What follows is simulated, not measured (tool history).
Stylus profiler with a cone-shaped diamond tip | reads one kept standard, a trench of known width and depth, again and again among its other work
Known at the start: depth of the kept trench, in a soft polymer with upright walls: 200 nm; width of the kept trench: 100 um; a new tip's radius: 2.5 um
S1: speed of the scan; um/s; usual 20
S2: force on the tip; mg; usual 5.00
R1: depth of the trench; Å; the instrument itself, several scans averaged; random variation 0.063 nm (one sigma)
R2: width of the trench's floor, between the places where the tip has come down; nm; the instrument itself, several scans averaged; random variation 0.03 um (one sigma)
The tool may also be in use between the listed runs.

Run 1, day 0.000: usual settings. Result: R1 2042.7 Å, R2 97000 nm.
Run 2, day 2.021: usual settings. Result: R1 2042.9 Å, R2 97010 nm.
Run 3, day 4.154: usual settings. Result: R1 2041.5 Å, R2 97020 nm.
Run 4, day 5.892: usual settings. Result: R1 2041.3 Å, R2 97010 nm.
Run 5, day 6.900: usual settings. Result: R1 2041.5 Å, R2 96910 nm.
Run 6, day 8.567: usual settings. Result: R1 2041.0 Å, R2 96960 nm.
Run 7, day 10.375: usual settings. Result: R1 2041.2 Å, R2 96920 nm.
Run 8, day 11.967: usual settings. Result: R1 2041.4 Å, R2 96920 nm.
Run 9, day 13.712: usual settings. Result: R1 2040.8 Å, R2 96890 nm.
Run 10, day 15.000: usual settings but S2 3.77 mg. Result: R1 2031.7 Å, R2 96760 nm.
At day 15.538: new tip fitted, height scale calibrated.
Run 11, day 17.225: usual settings but S2 3.77 mg. Result: R1 2039.1 Å, R2 98000 nm.
Run 12, day 19.092: usual settings but S2 4.93 mg. Result: R1 2046.5 Å, R2 97910 nm.
Run 13, day 20.704: usual settings but S2 4.93 mg. Result: R1 2047.6 Å, R2 97860 nm.
Run 14, day 22.262: usual settings but S2 4.93 mg. Result: R1 2046.7 Å, R2 97830 nm.
Run 15, day 24.425: usual settings but S1 17 um/s, S2 9.10 mg. Result: R1 2069.1 Å, R2 97810 nm.
Run 16, day 26.008: usual settings but S1 18 um/s, S2 3.60 mg. Result: R1 2038.1 Å, R2 97700 nm.
Run 17, day 27.733: usual settings but S1 11 um/s, S2 2.82 mg. Result: R1 2032.1 Å, R2 97730 nm.
Run 18, day 29.246: usual settings but S1 11 um/s, S2 2.82 mg. Result: R1 2030.5 Å, R2 97720 nm.
Run 19, day 31.471: usual settings but S1 55 um/s, S2 2.02 mg. Result: R1 2024.8 Å, R2 97570 nm.
Run 20, day 33.742: usual settings but S1 8 um/s, S2 3.70 mg. Result: R1 2037.8 Å, R2 97590 nm.
Run 21, day 35.296: usual settings but S1 8 um/s, S2 3.70 mg. Result: R1 2038.0 Å, R2 97610 nm.
Run 22, day 36.554: usual settings but S1 8 um/s, S2 3.70 mg. Result: R1 2036.3 Å, R2 97490 nm.
Run 23, day 38.317: usual settings but S1 45 um/s, S2 9.10 mg. Result: R1 2068.2 Å, R2 97460 nm.
Run 24, day 40.054: usual settings but S1 45 um/s, S2 9.10 mg. Result: R1 2067.7 Å, R2 97460 nm.
Run 25, day 41.225: usual settings but S1 7 um/s, S2 8.29 mg. Result: R1 2063.0 Å, R2 97430 nm.

Forecast each of these 5 alternatives for the next run:
Run A, day 42.667: usual settings but S1 7 um/s, S2 4.22 mg. Result: R1 ?, R2 ?.
Run B, day 42.667: usual settings but S1 50 um/s, S2 2.01 mg. Result: R1 ?, R2 ?.
Run C, day 42.667: usual settings but S1 15 um/s, S2 6.61 mg. Result: R1 ?, R2 ?.
Run D, day 42.667: usual settings but S1 17 um/s, S2 5.19 mg. Result: R1 ?, R2 ?.
Run E, day 42.667: usual settings but S1 10 um/s, S2 2.73 mg. Result: R1 ?, R2 ?.

run      R1     R2
  A  2039.2  97400
  B  2024.7  97330
  C  2053.8  97420
  D  2045.8  97460
  E  2029.3  97420
Without the tool's hidden state the same runs would have given:
run      R1     R2
  A  2040.0  98020
  B  2025.5  97950
  C  2054.6  98030
  D  2046.6  98080
  E  2030.2  98040

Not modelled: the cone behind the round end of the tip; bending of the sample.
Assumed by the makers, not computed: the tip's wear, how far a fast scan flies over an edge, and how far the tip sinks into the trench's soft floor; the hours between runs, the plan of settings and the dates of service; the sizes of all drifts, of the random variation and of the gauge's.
